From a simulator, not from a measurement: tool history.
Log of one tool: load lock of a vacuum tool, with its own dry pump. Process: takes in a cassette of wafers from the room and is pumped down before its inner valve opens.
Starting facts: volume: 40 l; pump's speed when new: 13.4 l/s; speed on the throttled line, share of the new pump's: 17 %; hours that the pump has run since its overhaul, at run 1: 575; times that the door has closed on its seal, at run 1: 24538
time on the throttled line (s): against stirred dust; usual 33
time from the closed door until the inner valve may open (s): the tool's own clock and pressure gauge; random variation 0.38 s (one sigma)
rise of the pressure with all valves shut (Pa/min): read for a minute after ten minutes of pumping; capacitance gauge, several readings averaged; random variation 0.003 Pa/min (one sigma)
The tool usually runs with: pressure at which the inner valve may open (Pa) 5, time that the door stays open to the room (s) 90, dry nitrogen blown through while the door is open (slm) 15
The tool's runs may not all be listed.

run,hour,time on the throttled line (s),pressure at which the inner valve may open (Pa),time that the door stays open to the room (s),dry nitrogen blown through while the door is open (slm),hours that the pump has run since its overhaul,times that the door has closed on its seal,"incoming humidity of the room's air, %",time from the closed door until the inner valve may open (s),rise of the pressure with all valves shut (Pa/min)
1,0,33,5,90,15,575,24538,46,57.8,0.16
2,136,33,8,90,15,711,25131,45.2,56.9,0.159
3,241.7,33,8,90,15,816,25591,45.9,55.9,0.171
4,306.5,33,8,90,15,881,25873,46.5,55.8,0.17
5,407.5,33,5,90,15,982,26313,45.4,57.4,0.181
6,563.2,33,5,90,15,1138,26991,47.6,58,0.178
7,718.7,27,6,90,15,1293,27668,45.5,51.9,0.172
8,824.2,41,9,124,15,1399,28128,43.4,62.6,0.189
9,934.3,41,9,124,15,1509,28607,42.7,62.4,0.191

For run 10, what comes out?
10,1029.3,55,4,64,17,1604,29021,44.1,?,?

Logged for run 10: time from the closed door until the inner valve may open (s) 77, rise of the pressure with all valves shut (Pa/min) 0.176.
If the tool had no hidden condition, the same run with the same run-to-run variation would have returned time from the closed door until the inner valve may open (s) 76.6, rise of the pressure with all valves shut (Pa/min) 0.037.
